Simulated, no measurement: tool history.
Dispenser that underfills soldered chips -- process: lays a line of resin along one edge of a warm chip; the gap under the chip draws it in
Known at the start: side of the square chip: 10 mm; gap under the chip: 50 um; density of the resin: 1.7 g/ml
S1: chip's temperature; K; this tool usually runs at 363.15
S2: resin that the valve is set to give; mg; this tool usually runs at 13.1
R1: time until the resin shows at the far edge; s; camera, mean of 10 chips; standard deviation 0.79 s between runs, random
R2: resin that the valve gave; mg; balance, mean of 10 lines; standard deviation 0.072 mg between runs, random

Run 1, hour 0: usual settings. Result: R1 81.1 s, R2 12.89 mg.
Run 2, hour 15.4: usual settings. Result: R1 90.3 s, R2 12.91 mg.
Run 3, hour 27.5: usual settings. Result: R1 81.2 s, R2 12.88 mg.
Run 4, hour 43.7: usual settings. Result: R1 90.4 s, R2 12.58 mg.
Run 5, hour 59.9: usual settings but S1 350.15 K. Result: R1 191.5 s, R2 12.44 mg.
Run 6, hour 69.5: usual settings but S1 354.15 K. Result: R1 126.2 s, R2 12.57 mg.
Run 7, hour 76.2: usual settings but S1 354.15 K. Result: R1 166 s, R2 12.67 mg.
Run 8, hour 85.6: usual settings but S1 354.15 K. Result: R1 145.9 s, R2 12.52 mg.
Run 9, hour 94.8: usual settings but S1 354.15 K. Result: R1 117.9 s, R2 12.44 mg.
Run 10, hour 102.9: usual settings but S1 354.15 K. Result: R1 158.6 s, R2 12.41 mg.
Run 11, hour 113.2: usual settings but S1 354.15 K. Result: R1 138.9 s, R2 12.2 mg.
Run 12, hour 128.4: usual settings but S1 351.15 K. Result: R1 167.7 s, R2 12.25 mg.
Run 13, hour 142.5: usual settings but S1 351.15 K. Result: R1 172.5 s, R2 12.28 mg.
Run 14, hour 150.4: usual settings but S1 354.15 K, S2 13.5 mg. Result: R1 124.3 s, R2 12.5 mg.
Run 15, hour 162.2: usual settings but S1 354.15 K, S2 13.5 mg. Result: R1 117.2 s, R2 12.41 mg.
Run 16, hour 171.3: usual settings but S1 350.15 K, S2 12.9 mg. Result: R1 189.6 s, R2 12.79 mg.
Run 17, hour 181.3: usual settings but S1 350.15 K, S2 12.9 mg. Result: R1 166.7 s, R2 12.87 mg.
Run 18, hour 196: usual settings but S1 359.15 K, S2 14.6 mg. Result: R1 106.6 s, R2 14.51 mg.
Run 19, hour 208.2: usual settings but S1 372.15 K, S2 11.3 mg. Result: R1 59.6 s, R2 11.02 mg.
Run 20, hour 220: usual settings but S1 372.15 K, S2 11.3 mg. Result: R1 54.9 s, R2 11.02 mg.
Run 21, hour 228.9: usual settings but S1 372.15 K, S2 11.3 mg. Result: R1 74.6 s, R2 10.94 mg.
Run 22, hour 238.5: usual settings but S1 371.15 K, S2 15.3 mg. Result: R1 63.9 s, R2 14.84 mg.
Run 23, hour 245.8: usual settings but S1 348.15 K, S2 14.6 mg. Result: R1 244.1 s, R2 14.11 mg.
Run 24, hour 257.5: usual settings but S1 373.15 K. Result: R1 71.3 s, R2 12.69 mg.

Not shown: 19 entries that the log had between the listed runs. Between which runs, and how does the tool's hidden state differ before and after?
In the gap between runs 1 and 2: new syringe of resin (hour 10.4)
  resin's viscosity, % of fresh resin's: 110.5 -> 118.8; dose that the valve gives, % of what is set: 98.85 -> 98.17; true chip temperature over the reading, C: -0.54 -> -0.58
  measured result minus the result with no hidden state, R1: +9.6 -> +16.5 s; R2: -0.15 -> -0.24 mg
In the gap between runs 2 and 3: new syringe of resin (hour 24.9)
  resin's viscosity, % of fresh resin's: 118.8 -> 110; dose that the valve gives, % of what is set: 98.17 -> 97.68; true chip temperature over the reading, C: -0.58 -> -0.6
  measured result minus the result with no hidden state, R1: +16.5 -> +9.6 s; R2: -0.24 -> -0.31 mg
In the gap between runs 3 and 4: new syringe of resin (hour 38.6)
  resin's viscosity, % of fresh resin's: 110 -> 118.7; dose that the valve gives, % of what is set: 97.68 -> 96.96; true chip temperature over the reading, C: -0.6 -> -0.64
  measured result minus the result with no hidden state, R1: +9.6 -> +16.6 s; R2: -0.31 -> -0.4 mg
In the gap between runs 4 and 5: new syringe of resin (hour 52.3)
  resin's viscosity, % of fresh resin's: 118.7 -> 133.2; dose that the valve gives, % of what is set: 96.96 -> 96.31; true chip temperature over the reading, C: -0.64 -> -0.67
  measured result minus the result with no hidden state, R1: +16.6 -> +53.1 s; R2: -0.4 -> -0.48 mg
In the gap between runs 5 and 6: new syringe of resin (hour 65.7)
  resin's viscosity, % of fresh resin's: 133.2 -> 112; dose that the valve gives, % of what is set: 96.31 -> 95.89; true chip temperature over the reading, C: -0.67 -> -0.69
  measured result minus the result with no hidden state, R1: +53.1 -> +18 s; R2: -0.48 -> -0.54 mg
In the gap between runs 7 and 8: new syringe of resin (hour 79.4)
  resin's viscosity, % of fresh resin's: 142 -> 125.9; dose that the valve gives, % of what is set: 95.59 -> 95.22; true chip temperature over the reading, C: -0.71 -> -0.73
  measured result minus the result with no hidden state, R1: +53.8 -> +34.7 s; R2: -0.58 -> -0.63 mg
In the gap between runs 8 and 9: new syringe of resin (hour 93.8)
  resin's viscosity, % of fresh resin's: 125.9 -> 102.3; dose that the valve gives, % of what is set: 95.22 -> 94.87; true chip temperature over the reading, C: -0.73 -> -0.74
  measured result minus the result with no hidden state, R1: +34.7 -> +7.6 s; R2: -0.63 -> -0.67 mg
In the gap between runs 10 and 11: new syringe of resin (hour 108.3)
  resin's viscosity, % of fresh resin's: 136.2 -> 118.1; dose that the valve gives, % of what is set: 94.48 -> 94.07; true chip temperature over the reading, C: -0.76 -> -0.78
  measured result minus the result with no hidden state, R1: +47.3 -> +26.8 s; R2: -0.73 -> -0.77 mg
In the gap between runs 11 and 12: new syringe of resin (hour 121.9)
  resin's viscosity, % of fresh resin's: 118.1 -> 124.6; dose that the valve gives, % of what is set: 94.07 -> 93.47; true chip temperature over the reading, C: -0.78 -> -0.82
  measured result minus the result with no hidden state, R1: +26.8 -> +39.8 s; R2: -0.77 -> -0.85 mg
In the gap between runs 12 and 13: new syringe of resin (hour 135.4)
  resin's viscosity, % of fresh resin's: 124.6 -> 127; dose that the valve gives, % of what is set: 93.47 -> 92.83; true chip temperature over the reading, C: -0.82 -> -0.85
  measured result minus the result with no hidden state, R1: +39.8 -> +43.8 s; R2: -0.85 -> -0.94 mg
In the gap between runs 13 and 14: new syringe of resin (hour 148.8)
  resin's viscosity, % of fresh resin's: 127 -> 106.5; dose that the valve gives, % of what is set: 92.83 -> 92.48; true chip temperature over the reading, C: -0.85 -> -0.86
  measured result minus the result with no hidden state, R1: +43.8 -> +13.6 s; R2: -0.94 -> -1.01 mg
In the gap between runs 14 and 15: new syringe of resin (hour 162.2)
  resin's viscosity, % of fresh resin's: 106.5 -> 100.3; dose that the valve gives, % of what is set: 92.48 -> 91.94; true chip temperature over the reading, C: -0.86 -> -0.89
  measured result minus the result with no hidden state, R1: +13.6 -> +6.6 s; R2: -1.01 -> -1.09 mg
In the gap between runs 15 and 16: dispensing valve cleaned and set on the balance (hour 164.2)
  resin's viscosity, % of fresh resin's: 100.3 -> 133.3; dose that the valve gives, % of what is set: 91.94 -> 99.7; true chip temperature over the reading, C: -0.89 -> -0.91
  measured result minus the result with no hidden state, R1: +6.6 -> +53.6 s; R2: -1.09 -> -0.04 mg
In the gap between runs 16 and 17: new syringe of resin (hour 177.1)
  resin's viscosity, % of fresh resin's: 133.3 -> 117.2; dose that the valve gives, % of what is set: 99.7 -> 99.3; true chip temperature over the reading, C: -0.91 -> -0.93
  measured result minus the result with no hidden state, R1: +53.6 -> +30.8 s; R2: -0.04 -> -0.09 mg
In the gap between runs 17 and 18: new syringe of resin (hour 191.5)
  resin's viscosity, % of fresh resin's: 117.2 -> 115.7; dose that the valve gives, % of what is set: 99.3 -> 98.68; true chip temperature over the reading, C: -0.93 -> -0.96
  measured result minus the result with no hidden state, R1: +30.8 -> +18.5 s; R2: -0.09 -> -0.19 mg
In the gap between runs 18 and 19: new syringe of resin (hour 204.9)
  resin's viscosity, % of fresh resin's: 115.7 -> 113.5; dose that the valve gives, % of what is set: 98.68 -> 98.13; true chip temperature over the reading, C: -0.96 -> -0.99
  measured result minus the result with no hidden state, R1: +18.5 -> +9.5 s; R2: -0.19 -> -0.21 mg
In the gap between runs 19 and 20: new syringe of resin (hour 219.4)
  resin's viscosity, % of fresh resin's: 113.5 -> 102.6; dose that the valve gives, % of what is set: 98.13 -> 97.57; true chip temperature over the reading, C: -0.99 -> -1.01
  measured result minus the result with no hidden state, R1: +9.5 -> +4 s; R2: -0.21 -> -0.28 mg
In the gap between runs 21 and 22: new syringe of resin (hour 233.8)
  resin's viscosity, % of fresh resin's: 140.2 -> 119.2; dose that the valve gives, % of what is set: 97.2 -> 96.8; true chip temperature over the reading, C: -1.03 -> -1.05
  measured result minus the result with no hidden state, R1: +24.2 -> +12.6 s; R2: -0.31 -> -0.49 mg
In the gap between runs 23 and 24: new syringe of resin (hour 247.5)
  resin's viscosity, % of fresh resin's: 153.9 -> 142; dose that the valve gives, % of what is set: 96.5 -> 96.01; true chip temperature over the reading, C: -1.07 -> -1.1
  measured result minus the result with no hidden state, R1: +94.1 -> +23.5 s; R2: -0.5 -> -0.53 mg
